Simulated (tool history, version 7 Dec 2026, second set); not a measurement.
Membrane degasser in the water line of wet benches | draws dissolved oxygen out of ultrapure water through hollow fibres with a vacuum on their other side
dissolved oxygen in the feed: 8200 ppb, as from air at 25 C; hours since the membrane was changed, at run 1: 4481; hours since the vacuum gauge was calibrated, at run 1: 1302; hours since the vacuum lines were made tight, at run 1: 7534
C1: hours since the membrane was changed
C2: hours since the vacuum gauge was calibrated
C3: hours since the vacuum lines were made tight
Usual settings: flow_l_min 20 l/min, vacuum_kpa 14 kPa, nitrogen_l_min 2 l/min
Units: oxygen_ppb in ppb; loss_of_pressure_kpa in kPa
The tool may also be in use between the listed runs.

{"run": 1, "hour": 0.0, "flow_l_min": 20, "vacuum_kpa": 14, "nitrogen_l_min": 2, "C1": 4481, "C2": 1302, "C3": 7534, "oxygen_ppb": 263.3, "loss_of_pressure_kpa": 26.17}
{"hour": 30.8, "done": "seals of the vacuum lines changed"}
{"run": 2, "hour": 99.3, "flow_l_min": 20, "vacuum_kpa": 14, "nitrogen_l_min": 2, "C1": 4578, "C2": 1400, "C3": 69, "oxygen_ppb": 256.6, "loss_of_pressure_kpa": 26.25}
{"run": 3, "hour": 217.8, "flow_l_min": 20, "vacuum_kpa": 14, "nitrogen_l_min": 2, "C1": 4697, "C2": 1518, "C3": 187, "oxygen_ppb": 255.6, "loss_of_pressure_kpa": 26.43}
{"run": 4, "hour": 289.0, "flow_l_min": 20, "vacuum_kpa": 14, "nitrogen_l_min": 2, "C1": 4768, "C2": 1590, "C3": 258, "oxygen_ppb": 258.6, "loss_of_pressure_kpa": 26.04}
{"run": 5, "hour": 384.4, "flow_l_min": 20, "vacuum_kpa": 14, "nitrogen_l_min": 2, "C1": 4863, "C2": 1685, "C3": 354, "oxygen_ppb": 257.1, "loss_of_pressure_kpa": 26.6}
{"run": 6, "hour": 459.6, "flow_l_min": 20, "vacuum_kpa": 14, "nitrogen_l_min": 2, "C1": 4939, "C2": 1760, "C3": 429, "oxygen_ppb": 253.7, "loss_of_pressure_kpa": 26.18}
{"run": 7, "hour": 536.0, "flow_l_min": 20, "vacuum_kpa": 14, "nitrogen_l_min": 2, "C1": 5015, "C2": 1837, "C3": 505, "oxygen_ppb": 256.2, "loss_of_pressure_kpa": 26.37}
{"run": 8, "hour": 639.2, "flow_l_min": 12, "vacuum_kpa": 14, "nitrogen_l_min": 2, "C1": 5118, "C2": 1940, "C3": 608, "oxygen_ppb": 155.6, "loss_of_pressure_kpa": 15.99}
{"run": 9, "hour": 753.2, "flow_l_min": 20, "vacuum_kpa": 14, "nitrogen_l_min": 2, "C1": 5232, "C2": 2054, "C3": 722, "oxygen_ppb": 255.5, "loss_of_pressure_kpa": 26.45}
{"run": 10, "hour": 909.1, "flow_l_min": 20, "vacuum_kpa": 14, "nitrogen_l_min": 2, "C1": 5388, "C2": 2210, "C3": 878, "oxygen_ppb": 259.8, "loss_of_pressure_kpa": 26.24}
{"hour": 919.6, "done": "vacuum gauge calibrated"}
{"run": 11, "hour": 1080.5, "flow_l_min": 20, "vacuum_kpa": 14, "nitrogen_l_min": 2, "C1": 5559, "C2": 161, "C3": 1049, "oxygen_ppb": 254.3, "loss_of_pressure_kpa": 26.5}
{"run": 12, "hour": 1238.4, "flow_l_min": 20, "vacuum_kpa": 14, "nitrogen_l_min": 2, "C1": 5717, "C2": 319, "C3": 1207, "oxygen_ppb": 257.7, "loss_of_pressure_kpa": 26.21}
{"run": 13, "hour": 1331.5, "flow_l_min": 20, "vacuum_kpa": 14, "nitrogen_l_min": 1.79, "C1": 5810, "C2": 412, "C3": 1300, "oxygen_ppb": 292, "loss_of_pressure_kpa": 26.18}
{"run": 14, "hour": 1407.7, "flow_l_min": 20, "vacuum_kpa": 14, "nitrogen_l_min": 1.79, "C1": 5886, "C2": 488, "C3": 1376, "oxygen_ppb": 283.9, "loss_of_pressure_kpa": 26.09}
{"hour": 1545.0, "done": "vacuum gauge calibrated, once more"}
{"run": 15, "hour": 1558.4, "flow_l_min": 20, "vacuum_kpa": 14, "nitrogen_l_min": 1.79, "C1": 6036, "C2": 13, "C3": 1527, "oxygen_ppb": 282.4, "loss_of_pressure_kpa": 26.13}
{"run": 16, "hour": 1689.0, "flow_l_min": 32, "vacuum_kpa": 14, "nitrogen_l_min": 2, "C1": 6167, "C2": 144, "C3": 1657, "oxygen_ppb": 412.3, "loss_of_pressure_kpa": 41.9}
{"run": 17, "hour": 1785.8, "flow_l_min": 20, "vacuum_kpa": 14.6, "nitrogen_l_min": 4.27, "C1": 6264, "C2": 241, "C3": 1754, "oxygen_ppb": 138.7, "loss_of_pressure_kpa": 26.2}
{"run": 18, "hour": 1860.2, "flow_l_min": 20, "vacuum_kpa": 14.6, "nitrogen_l_min": 4.27, "C1": 6338, "C2": 315, "C3": 1828, "oxygen_ppb": 137, "loss_of_pressure_kpa": 26.47}
{"run": 19, "hour": 1951.2, "flow_l_min": 22, "vacuum_kpa": 22, "nitrogen_l_min": 2, "C1": 6429, "C2": 406, "C3": 1919, "oxygen_ppb": 477.8, "loss_of_pressure_kpa": 29.2}
{"run": 20, "hour": 2065.0, "flow_l_min": 29, "vacuum_kpa": 25.9, "nitrogen_l_min": 1.84, "C1": 6543, "C2": 520, "C3": 2033, "oxygen_ppb": 762.1, "loss_of_pressure_kpa": 38.27}
{"run": 21, "hour": 2199.4, "flow_l_min": 20, "vacuum_kpa": 14, "nitrogen_l_min": 4.25, "C1": 6677, "C2": 654, "C3": 2168, "oxygen_ppb": 131, "loss_of_pressure_kpa": 26.41}
{"run": 22, "hour": 2366.8, "flow_l_min": 24, "vacuum_kpa": 15.1, "nitrogen_l_min": 2, "C1": 6845, "C2": 822, "C3": 2335, "oxygen_ppb": 337.9, "loss_of_pressure_kpa": 31.63}
{"run": 23, "hour": 2453.7, "flow_l_min": 24, "vacuum_kpa": 15.1, "nitrogen_l_min": 2, "C1": 6932, "C2": 909, "C3": 2422, "oxygen_ppb": 338.4, "loss_of_pressure_kpa": 31.99}
{"run": 24, "hour": 2549.3, "flow_l_min": 24, "vacuum_kpa": 15.1, "nitrogen_l_min": 2, "C1": 7027, "C2": 1004, "C3": 2518, "oxygen_ppb": 335.7, "loss_of_pressure_kpa": 31.52}
{"run": 25, "hour": 2683.9, "flow_l_min": 24, "vacuum_kpa": 15.1, "nitrogen_l_min": 2, "C1": 7162, "C2": 1139, "C3": 2652, "oxygen_ppb": 341.5, "loss_of_pressure_kpa": 31.86}
{"run": 26, "hour": 2853.0, "flow_l_min": 13, "vacuum_kpa": 14, "nitrogen_l_min": 2.59, "C1": 7331, "C2": 1308, "C3": 2821, "oxygen_ppb": 135.5, "loss_of_pressure_kpa": 17.4}
{"run": 27, "hour": 2971.1, "flow_l_min": 20, "vacuum_kpa": 12.8, "nitrogen_l_min": 2.14, "C1": 7449, "C2": 1426, "C3": 2939, "oxygen_ppb": 219.3, "loss_of_pressure_kpa": 26.69}
{"run": 28, "hour": 3087.6, "flow_l_min": 14, "vacuum_kpa": 14, "nitrogen_l_min": 1.63, "C1": 7566, "C2": 1543, "C3": 3056, "oxygen_ppb": 224.4, "loss_of_pressure_kpa": 18.64}
{"run": 29, "hour": 3252.7, "flow_l_min": 14, "vacuum_kpa": 21.6, "nitrogen_l_min": 4.81, "C1": 7731, "C2": 1708, "C3": 3221, "oxygen_ppb": 134.6, "loss_of_pressure_kpa": 18.36}
{"run": 30, "hour": 3369.4, "flow_l_min": 14, "vacuum_kpa": 21.6, "nitrogen_l_min": 4.81, "C1": 7847, "C2": 1824, "C3": 3338, "oxygen_ppb": 137.1, "loss_of_pressure_kpa": 18.77}
{"run": 31, "hour": 3483.0, "flow_l_min": 18, "vacuum_kpa": 14, "nitrogen_l_min": 2.15, "C1": 7961, "C2": 1938, "C3": 3451, "oxygen_ppb": 218.5, "loss_of_pressure_kpa": 23.59}

Some steps in oxygen_ppb between neighbouring runs. How much of each would the tool show without its hidden state too (settings, what came in, random variation), and how much is left for the hidden state, with any gauge scatter that isn't in both results?
The hidden state here: membrane still open, %; true pressure behind the membrane over the reading, kPa; air that leaks in behind the membrane, l/min; drift of the gauge itself on oxygen_ppb, %; drift of the gauge itself on loss_of_pressure_kpa, %.
Run 1 -> 2: seals of the vacuum lines changed. oxygen_ppb -6.7 ppb: hidden state -5.4, all else -1.3.
Run 16 -> 17: flow_l_min 32 -> 20, vacuum_kpa 14 -> 14.6, nitrogen_l_min 2 -> 4.27. oxygen_ppb -273.6 ppb: hidden state -5, all else -268.6.
Run 18 -> 19: flow_l_min 20 -> 22, vacuum_kpa 14.6 -> 22, nitrogen_l_min 4.27 -> 2. oxygen_ppb +340.8 ppb: hidden state +3.4, all else +337.4.
Run 19 -> 20: flow_l_min 22 -> 29, vacuum_kpa 22 -> 25.9, nitrogen_l_min 2 -> 1.84. oxygen_ppb +284.3 ppb: hidden state +2.7, all else +281.6.
Run 20 -> 21: flow_l_min 29 -> 20, vacuum_kpa 25.9 -> 14, nitrogen_l_min 1.84 -> 4.25. oxygen_ppb -631.1 ppb: hidden state -5.6, all else -625.5.

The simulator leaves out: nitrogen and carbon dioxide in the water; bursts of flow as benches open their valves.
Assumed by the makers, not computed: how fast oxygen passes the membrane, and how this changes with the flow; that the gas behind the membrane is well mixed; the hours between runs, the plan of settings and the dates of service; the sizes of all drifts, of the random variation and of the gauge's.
